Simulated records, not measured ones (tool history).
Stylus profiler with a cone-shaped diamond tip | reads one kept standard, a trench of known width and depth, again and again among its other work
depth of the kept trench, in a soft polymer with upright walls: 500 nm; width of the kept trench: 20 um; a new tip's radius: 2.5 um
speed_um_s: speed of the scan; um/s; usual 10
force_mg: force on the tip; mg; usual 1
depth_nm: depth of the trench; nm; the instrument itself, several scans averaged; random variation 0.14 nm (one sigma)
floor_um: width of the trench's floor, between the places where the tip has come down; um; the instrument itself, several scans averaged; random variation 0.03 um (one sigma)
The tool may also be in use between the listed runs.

run     day  speed_um_s  force_mg  depth_nm  floor_um
  1       0          10         1    500.02      15.2
  2    2.65          10         1    499.72     15.24
  3   3.896          35         1    500.03     15.15
  4   6.229          17         1     499.9      15.1
  5   8.479          17         1    499.81     15.09
  6  10.346          17      0.48    498.47     15.02
  7  11.825          30      0.48     498.4     14.97
     12.221  -- new tip fitted, height scale calibrated
  8  13.733          30      0.48    501.75     16.82
  9  15.825          26         1    502.66     16.83
 10  18.329          26         1    502.49     16.76
 11  20.775          10         1    502.52     16.76
 12  23.125          10         1    502.42     16.69
 13  24.725          13         1    502.35     16.65
 14  26.942           2         1    502.44     16.69
 15  29.271          10      0.42    500.95     16.64
 16  31.146          12      0.42    500.93     16.54
 17  32.762          21      0.42    500.91     16.43
 18  35.004          21      1.35    502.51     16.46
 19   36.25           8      0.43     501.1     16.47
 20  37.788           4         1    501.88     16.44
 21  40.283           3      0.39     500.6      16.4
     40.417  -- height scale calibrated on a step standard
 22  42.942           3      0.39    499.97     16.37
 23  44.046           3      0.39    499.77     16.31
 24  45.854           3      0.39     499.8      16.3
 25  47.312           3      0.39    499.71     16.24
 26  49.192           3      0.39    499.65     16.28
 27  51.562          29      1.53     501.7     16.11
 28  52.838           2      0.39    499.77     16.16
 29  54.321           2      0.39    499.32     16.13
     55.704  -- height scale calibrated on a step standard, once more
 30  55.854           2      0.39    501.44     16.07
 31  57.183           2      0.39    501.44     16.13
 32  59.042           2      0.39    501.34      16.1
 33  60.538           7      0.39    501.34     16.01

4 ways to go on from here, each from the tool as it stands after run 33. What would each give?
  A  61.946          10      1.53         ?         ?
  B  61.946           4      0.39         ?         ?
  C  61.946          12       0.5         ?         ?
  D  61.946           6      0.51         ?         ?

run  depth_nm  floor_um
  A    503.42     16.04
  B    501.14     15.99
  C    501.52     15.96
  D    501.56     15.97
Without the tool's hidden state the same runs would have given:
run  depth_nm  floor_um
  A    503.72     17.01
  B    501.44     16.95
  C    501.82     16.93
  D    501.86     16.93
